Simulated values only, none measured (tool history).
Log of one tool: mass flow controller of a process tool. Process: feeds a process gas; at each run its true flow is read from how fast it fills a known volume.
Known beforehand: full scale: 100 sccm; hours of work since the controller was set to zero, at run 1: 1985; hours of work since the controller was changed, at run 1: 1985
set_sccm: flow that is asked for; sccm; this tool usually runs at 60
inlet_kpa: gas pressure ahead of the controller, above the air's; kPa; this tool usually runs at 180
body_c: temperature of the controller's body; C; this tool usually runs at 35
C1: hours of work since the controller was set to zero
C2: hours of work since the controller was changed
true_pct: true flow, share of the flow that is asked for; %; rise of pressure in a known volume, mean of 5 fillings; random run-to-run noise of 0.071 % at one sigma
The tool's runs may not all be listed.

Run 1, hour 0: usual settings; C1 1985; C2 1985. Result: true_pct 101.2 %.
Run 2, hour 202.1: usual settings; C1 2114; C2 2114. Result: true_pct 101.36 %.
Run 3, hour 540.1: usual settings; C1 2331; C2 2331. Result: true_pct 101.47 %.
Run 4, hour 771.4: usual settings; C1 2479; C2 2479. Result: true_pct 101.32 %.
Run 5, hour 1087.8: usual settings but set_sccm 16 sccm; C1 2682; C2 2682. Result: true_pct 102.38 %.
Run 6, hour 1371.4: usual settings but set_sccm 83 sccm, inlet_kpa 152 kPa, body_c 24 C; C1 2864; C2 2864. Result: true_pct 101.07 %.
Run 7, hour 1554.8: usual settings but set_sccm 83 sccm, inlet_kpa 152 kPa, body_c 24 C; C1 2982; C2 2982. Result: true_pct 100.95 %.
Run 8, hour 1749.8: usual settings but set_sccm 83 sccm, inlet_kpa 152 kPa, body_c 24 C; C1 3107; C2 3107. Result: true_pct 101.06 %.
Run 9, hour 2014.7: usual settings but set_sccm 13 sccm, inlet_kpa 206 kPa, body_c 28 C; C1 3277; C2 3277. Result: true_pct 102.85 %.
Run 10, hour 2345.3: usual settings but set_sccm 13 sccm, inlet_kpa 206 kPa, body_c 28 C; C1 3489; C2 3489. Result: true_pct 103.06 %.

4 ways to go on from here, each from the tool as it stands after run 10. What would each give?
Run A, hour 2551.7: usual settings but set_sccm 17 sccm, inlet_kpa 206 kPa, body_c 27 C; C1 3621; C2 3621. Result: true_pct ?.
Run B, hour 2551.7: usual settings but set_sccm 13 sccm, inlet_kpa 258 kPa, body_c 32 C; C1 3621; C2 3621. Result: true_pct ?.
Run C, hour 2551.7: usual settings but set_sccm 15 sccm, inlet_kpa 206 kPa, body_c 34 C; C1 3621; C2 3621. Result: true_pct ?.
Run D, hour 2551.7: usual settings but body_c 23 C; C1 3621; C2 3621. Result: true_pct ?.

run  true_pct
  A    102.32
  B    103.19
  C     103.1
  D    101.02
Without the tool's hidden state the same runs would have given:
run  true_pct
  A     99.41
  B     99.62
  C      99.9
  D     99.64
